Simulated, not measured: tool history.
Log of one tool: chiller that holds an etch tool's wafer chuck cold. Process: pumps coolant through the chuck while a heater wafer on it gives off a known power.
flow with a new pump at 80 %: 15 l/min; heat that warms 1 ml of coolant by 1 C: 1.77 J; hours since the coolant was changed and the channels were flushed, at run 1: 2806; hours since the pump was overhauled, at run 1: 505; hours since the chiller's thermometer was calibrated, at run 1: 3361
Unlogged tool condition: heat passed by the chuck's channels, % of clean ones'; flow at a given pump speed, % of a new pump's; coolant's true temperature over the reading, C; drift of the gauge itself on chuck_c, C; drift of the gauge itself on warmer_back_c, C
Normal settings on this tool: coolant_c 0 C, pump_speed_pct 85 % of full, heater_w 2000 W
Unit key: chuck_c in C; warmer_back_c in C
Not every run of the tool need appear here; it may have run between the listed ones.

run     day  coolant_c  pump_speed_pct  heater_w  hours since the coolant was changed and the channels were flushed  hours since the pump was overhauled  hours since the chiller's thermometer was calibrated  chuck_c  warmer_back_c
  1   0.000          0              85      2000                                                               2806                                  505                                                  3361     17.7           4.27
  2   1.512          0              85      2000                                                               2842                                  541                                                  3397     17.7           4.28
  3   3.196          0              85      1909                                                               2883                                  582                                                  3438     16.8           4.12
  4   5.058          0              85      1909                                                               2928                                  627                                                  3482     17.1           4.12
  5   6.208          0              85      1909                                                               2955                                  654                                                  3510     16.9           4.08
  6   7.312          0              85      1909                                                               2982                                  681                                                  3536     16.8           4.16
  7   9.371          0              85      1909                                                               3031                                  730                                                  3586     17.0           4.16
  8  10.662          0              85      1909                                                               3062                                  761                                                  3617     17.2           4.15
     11.012  -- coolant pump overhauled
  9  12.675          0              85      1909                                                               3105                                   40                                                  3660     17.1           4.13
 10  13.825          0              85      1909                                                               3133                                   68                                                  3688     17.1           4.14
 11  15.117          0              71      1909                                                               3164                                   98                                                  3719     19.9           5.02
 12  16.125          9              85      2000                                                               3188                                  123                                                  3743     27.0           4.40
     16.792  -- coolant pump overhauled, once more
 13  17.975          9              85      2000                                                               3227                                   28                                                  3782     26.4           4.26
 14  20.038         -1              70      1066                                                               3277                                   78                                                  3832      9.9           2.81
 15  20.908         -1              70      1066                                                               3298                                   99                                                  3853     10.0           2.81
 16  22.967          6              94      2312                                                               3347                                  148                                                  3902     24.7           4.46
 17  24.492          6              85      2000                                                               3384                                  185                                                  3939     23.5           4.31
 18  26.338          2              85      1608                                                               3428                                  229                                                  3983     16.2           3.46
 19  28.121          2              85      2252                                                               3471                                  272                                                  4026     22.0           4.84
 20  29.904          4              95      2000                                                               3514                                  315                                                  4069     20.0           3.78
 21  31.308          4              95      2000                                                               3547                                  348                                                  4102     20.2           3.80
 22  32.438          4              77      2348                                                               3575                                  376                                                  4130     26.8           5.54
 23  34.558          4              77      2348                                                               3625                                  426                                                  4180     26.8           5.61
 24  36.650         -3              64      1796                                                               3676                                  477                                                  4231     17.5           5.19
 25  37.967         -3              64      1796                                                               3707                                  508                                                  4262     17.3           5.22
 26  39.775          3              85      1141                                                               3751                                  552                                                  4306     12.9           2.43

3 ways to go on from here, each from the tool as it stands after run 26. What would each give?
  A  41.817         -4              81      2883                                                               3800                                  601                                                  4355        ?              ?
  B  41.817         -4              85      2000                                                               3800                                  601                                                  4355        ?              ?
  C  41.817          6              85      2000                                                               3800                                  601                                                  4355        ?              ?

run  chuck_c  warmer_back_c
  A     22.8           6.46
  B     13.7           4.27
  C     23.9           4.32
With no hidden state in the tool, these same runs would have given:
run  chuck_c  warmer_back_c
  A     21.5           6.40
  B     13.0           4.23
  C     23.1           4.28
